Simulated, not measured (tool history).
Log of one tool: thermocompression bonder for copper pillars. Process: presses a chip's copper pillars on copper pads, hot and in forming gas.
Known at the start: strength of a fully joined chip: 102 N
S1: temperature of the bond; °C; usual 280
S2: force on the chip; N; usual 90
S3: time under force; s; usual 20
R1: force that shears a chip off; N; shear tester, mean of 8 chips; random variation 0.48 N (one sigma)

{"run": 1, "hour": 0.0, "S1": 280, "S2": 90, "S3": 20, "R1": 76.3}
{"run": 2, "hour": 7.0, "S1": 280, "S2": 90, "S3": 20, "R1": 75.5}
{"run": 3, "hour": 16.5, "S1": 280, "S2": 90, "S3": 20, "R1": 76.1}
{"run": 4, "hour": 28.6, "S1": 280, "S2": 90, "S3": 20, "R1": 77.0}
{"run": 5, "hour": 37.1, "S1": 280, "S2": 90, "S3": 20, "R1": 76.8}
{"run": 6, "hour": 50.8, "S1": 280, "S2": 90, "S3": 20, "R1": 76.7}
{"run": 7, "hour": 65.2, "S1": 280, "S2": 90, "S3": 20, "R1": 76.8}
{"run": 8, "hour": 75.4, "S1": 300, "S2": 90, "S3": 20, "R1": 87.6}
{"run": 9, "hour": 82.1, "S1": 300, "S2": 90, "S3": 20, "R1": 88.0}
{"run": 10, "hour": 90.3, "S1": 280, "S2": 90, "S3": 20, "R1": 76.9}
{"run": 11, "hour": 98.4, "S1": 287, "S2": 90, "S3": 20, "R1": 81.2}
{"run": 12, "hour": 108.5, "S1": 280, "S2": 90, "S3": 20, "R1": 76.5}
{"run": 13, "hour": 122.2, "S1": 280, "S2": 90, "S3": 20, "R1": 76.9}
{"run": 14, "hour": 134.7, "S1": 280, "S2": 90, "S3": 20, "R1": 76.8}
{"run": 15, "hour": 143.1, "S1": 280, "S2": 90, "S3": 12, "R1": 67.7}
{"run": 16, "hour": 158.0, "S1": 280, "S2": 90, "S3": 12, "R1": 68.2}
{"run": 17, "hour": 167.7, "S1": 280, "S2": 90, "S3": 12, "R1": 68.0}
{"run": 18, "hour": 181.5, "S1": 280, "S2": 90, "S3": 20, "R1": 77.4}
{"run": 19, "hour": 192.4, "S1": 280, "S2": 90, "S3": 20, "R1": 77.6}
{"run": 20, "hour": 201.6, "S1": 280, "S2": 90, "S3": 20, "R1": 78.0}
{"run": 21, "hour": 213.3, "S1": 280, "S2": 90, "S3": 20, "R1": 77.6}
{"run": 22, "hour": 226.4, "S1": 281, "S2": 57, "S3": 20, "R1": 57.4}
{"hour": 229.0, "done": "heater calibrated with a thermocouple chip"}
{"run": 23, "hour": 238.4, "S1": 280, "S2": 85, "S3": 18, "R1": 74.8}
{"run": 24, "hour": 248.1, "S1": 299, "S2": 97, "S3": 15, "R1": 87.6}
{"run": 25, "hour": 260.8, "S1": 280, "S2": 90, "S3": 44, "R1": 90.5}
{"run": 26, "hour": 274.7, "S1": 280, "S2": 90, "S3": 52, "R1": 91.7}
{"run": 27, "hour": 290.4, "S1": 251, "S2": 59, "S3": 28, "R1": 47.4}
{"hour": 299.7, "done": "heater calibrated with a thermocouple chip, once more"}
{"run": 28, "hour": 303.7, "S1": 264, "S2": 113, "S3": 21, "R1": 72.4}
{"run": 29, "hour": 311.5, "S1": 301, "S2": 55, "S3": 20, "R1": 65.0}
{"run": 30, "hour": 327.0, "S1": 269, "S2": 79, "S3": 14, "R1": 53.4}
{"run": 31, "hour": 335.9, "S1": 254, "S2": 96, "S3": 27, "R1": 62.2}
{"run": 32, "hour": 350.5, "S1": 255, "S2": 112, "S3": 43, "R1": 78.3}
{"run": 33, "hour": 363.8, "S1": 302, "S2": 112, "S3": 54, "R1": 98.3}
{"run": 34, "hour": 372.3, "S1": 280, "S2": 84, "S3": 20, "R1": 70.0}
{"run": 35, "hour": 386.4, "S1": 254, "S2": 72, "S3": 20, "R1": 45.5}
{"run": 36, "hour": 395.7, "S1": 279, "S2": 107, "S3": 20, "R1": 79.8}
{"run": 37, "hour": 403.5, "S1": 280, "S2": 90, "S3": 26, "R1": 77.2}
{"run": 38, "hour": 414.1, "S1": 285, "S2": 62, "S3": 25, "R1": 64.9}
{"run": 39, "hour": 425.0, "S1": 285, "S2": 62, "S3": 25, "R1": 64.0}

Forecast each of these 5 alternatives for the next run:
{"run": "A", "hour": 436.1, "S1": 286, "S2": 93, "S3": 35, "R1": "?"}
{"run": "B", "hour": 436.1, "S1": 285, "S2": 60, "S3": 25, "R1": "?"}
{"run": "C", "hour": 436.1, "S1": 252, "S2": 56, "S3": 17, "R1": "?"}
{"run": "D", "hour": 436.1, "S1": 285, "S2": 62, "S3": 15, "R1": "?"}
{"run": "E", "hour": 436.1, "S1": 273, "S2": 56, "S3": 58, "R1": "?"}

run=A R1=85.7
run=B R1=62.5
run=C R1=32.8
run=D R1=54.5
run=E R1=67.1
Without the tool's hidden state the same runs would have given:
run=A R1=86.4
run=B R1=62.2
run=C R1=32.3
run=D R1=54.1
run=E R1=66.9
